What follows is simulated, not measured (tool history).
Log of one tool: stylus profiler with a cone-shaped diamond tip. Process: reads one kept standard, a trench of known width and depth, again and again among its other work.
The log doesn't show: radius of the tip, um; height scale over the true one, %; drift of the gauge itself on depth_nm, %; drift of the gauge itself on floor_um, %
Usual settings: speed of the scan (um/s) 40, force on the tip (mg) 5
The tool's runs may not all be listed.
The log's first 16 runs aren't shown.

run,hour,speed of the scan (um/s),force on the tip (mg),scans with this tip,hours of work since the height scale was calibrated,depth of the trench (Å),width of the trench's floor (um)
17,1097.5,23,5,11149,1106,1027.6,28.28
18,1143.6,23,5,11272,1132,1027.9,28.3
19,1242.3,40,3.22,11534,1186,1021.5,28.17
# hour 1249.8: height scale calibrated on a step standard
20,1325.3,40,6.44,11753,42,1034.3,28.21
21,1383.6,29,5,11908,74,1029.9,28.25
22,1426,29,5,12021,97,1029.9,28.23
23,1482.5,40,5.07,12171,128,1030.2,28.2
24,1576.6,24,5,12421,180,1030.3,28.24
# hour 1674.6: height scale calibrated on a step standard, once more
25,1677.7,106,7.34,12688,2,1032.4,27.93
# hour 1697: new tip fitted, height scale calibrated
26,1772.8,17,5,201,42,1023.9,28.65
27,1835.3,17,6.06,367,76,1027.8,28.65
28,1905.9,29,4.45,554,115,1022.4,28.58

Run 29 comes next. What will it give?
29,1985.6,29,4.45,766,159,?,?

depth of the trench (Å): 1022.4
width of the trench's floor (um): 28.59
Without the tool's hidden state the same run would have given depth of the trench (Å) 1022.7, width of the trench's floor (um) 28.64.
